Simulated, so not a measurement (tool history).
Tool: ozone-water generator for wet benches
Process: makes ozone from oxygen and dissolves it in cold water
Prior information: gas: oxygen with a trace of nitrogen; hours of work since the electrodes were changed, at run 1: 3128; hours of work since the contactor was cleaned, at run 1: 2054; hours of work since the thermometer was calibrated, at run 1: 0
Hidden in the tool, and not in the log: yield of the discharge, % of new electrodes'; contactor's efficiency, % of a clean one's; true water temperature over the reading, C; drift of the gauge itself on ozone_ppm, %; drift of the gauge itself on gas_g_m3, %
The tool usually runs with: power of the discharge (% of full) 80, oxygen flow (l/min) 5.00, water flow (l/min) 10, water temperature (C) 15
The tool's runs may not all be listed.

run	hour	power of the discharge (% of full)	oxygen flow (l/min)	water flow (l/min)	water temperature (C)	hours of work since the electrodes were changed	hours of work since the contactor was cleaned	hours of work since the thermometer was calibrated	dissolved ozone (ppm)	ozone in the gas ahead of the water (g/m3)
1	0.0	80	5.00	10	15	3128	2054	0	33.3	201.8
2	164.3	80	5.00	10	15	3271	2197	143	32.9	200.7
3	264.9	80	5.00	10	15	3359	2285	231	33.6	200.7
4	368.5	80	5.00	10	15	3449	2376	322	32.6	200.1
5	468.3	80	5.00	14	15	3537	2463	409	27.1	200.1
6	637.3	80	5.00	10	15	3684	2610	557	32.9	202.0
7	779.8	80	5.00	10	9	3809	2735	681	37.3	200.0
8	879.0	80	5.00	10	9	3895	2821	768	36.8	201.4
9	971.1	80	5.00	10	9	3976	2902	848	37.2	200.8
10	1063.6	80	5.00	10	9	4056	2983	929	37.2	199.1
11	1223.1	80	5.00	10	15	4196	3122	1068	33.1	200.1
12	1408.8	80	5.00	10	19	4358	3284	1230	31.2	200.5
13	1526.4	80	5.00	10	19	4460	3387	1333	30.7	199.2
14	1691.8	80	5.00	10	19	4605	3531	1477	31.0	200.4
15	1851.0	80	5.00	10	19	4744	3670	1616	30.9	199.2
16	1989.6	80	5.00	10	19	4865	3791	1737	30.7	200.9
17	2166.7	80	6.48	10	15	5020	3946	1892	31.1	170.8
18	2261.5	49	5.00	10	21	5102	4029	1975	18.9	128.6
19	2388.6	49	5.00	10	21	5213	4140	2086	18.8	129.0
20	2495.7	49	5.00	10	21	5307	4233	2179	19.3	128.5
21	2607.7	71	4.88	13	8	5405	4331	2277	28.4	182.4
22	2690.1	71	4.88	13	8	5477	4403	2349	28.5	182.6
# hour 2749.6: contactor cleaned
23	2798.8	47	4.96	7	13	5568	43	2440	26.2	125.0
# hour 2977.2: water thermometer calibrated
24	2977.2	47	4.96	7	13	5723	198	0	26.1	123.8
25	3056.1	64	5.47	7	16	5792	267	69	31.1	154.8
26	3229.2	62	5.00	10	15	5943	418	220	26.5	156.7
27	3389.4	68	6.10	9	7	6083	558	360	33.9	153.1
28	3533.2	68	6.10	9	7	6209	684	485	34.4	154.2
29	3610.6	43	5.00	14	15	6276	751	553	15.4	114.0
30	3691.5	62	7.86	14	15	6347	822	624	20.0	120.5
31	3790.5	62	7.86	14	15	6434	909	710	19.8	121.5
32	3867.6	48	4.27	15	18	6501	976	777	15.8	139.3
33	4005.3	65	4.73	10	10	6621	1096	898	30.3	170.8

What if the next run were any one of these 3? Each begins from the tool's condition after run 33:
A	4097.0	65	4.73	10	10	6701	1176	978	?	?
B	4097.0	80	6.15	10	15	6701	1176	978	?	?
C	4097.0	59	7.80	7	10	6701	1176	978	?	?

run	dissolved ozone (ppm)	ozone in the gas ahead of the water (g/m3)
A	31.0	170.7
B	31.9	174.6
C	29.5	115.8
Without the tool's unlogged condition, the same runs would have read:
run	dissolved ozone (ppm)	ozone in the gas ahead of the water (g/m3)
A	31.1	170.9
B	31.9	174.9
C	29.6	115.9
